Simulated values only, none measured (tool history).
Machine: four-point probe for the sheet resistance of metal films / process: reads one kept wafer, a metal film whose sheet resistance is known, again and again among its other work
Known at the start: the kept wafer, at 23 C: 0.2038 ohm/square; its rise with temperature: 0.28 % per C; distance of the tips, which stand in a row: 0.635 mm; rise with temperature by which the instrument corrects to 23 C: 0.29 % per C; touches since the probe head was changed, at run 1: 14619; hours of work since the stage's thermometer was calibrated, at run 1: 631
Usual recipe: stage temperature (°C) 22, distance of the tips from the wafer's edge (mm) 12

run,hour,stage temperature (°C),distance of the tips from the wafer's edge (mm),touches since the probe head was changed,hours of work since the stage's thermometer was calibrated,sheet resistance as the instrument gives it (ohm/square)
1,0,22,12,14619,631,0.203113
2,44.8,22,12,15809,655,0.203088
3,78.9,22,16,16717,674,0.202895
4,105.6,30,16,17425,688,0.202737
5,128.7,30,16,18040,700,0.202622
6,174,30,25,19245,725,0.202599
7,198.7,30,25,19901,738,0.202492
8,227.2,30,25,20658,753,0.20244
9,267.5,20,12,21731,775,0.20295
10,297.4,20,12,22527,791,0.202933
11,316.7,22,7,23038,802,0.203469
12,348.9,22,7,23894,819,0.203444
13,369.5,27,5,24442,830,0.20412

Expected results for the next run?
14,402,35,13,25306,848,?

Run 14 gave sheet resistance as the instrument gives it (ohm/square) 0.202417.
Without the tool's hidden state the same run would have given sheet resistance as the instrument gives it (ohm/square) 0.203765.
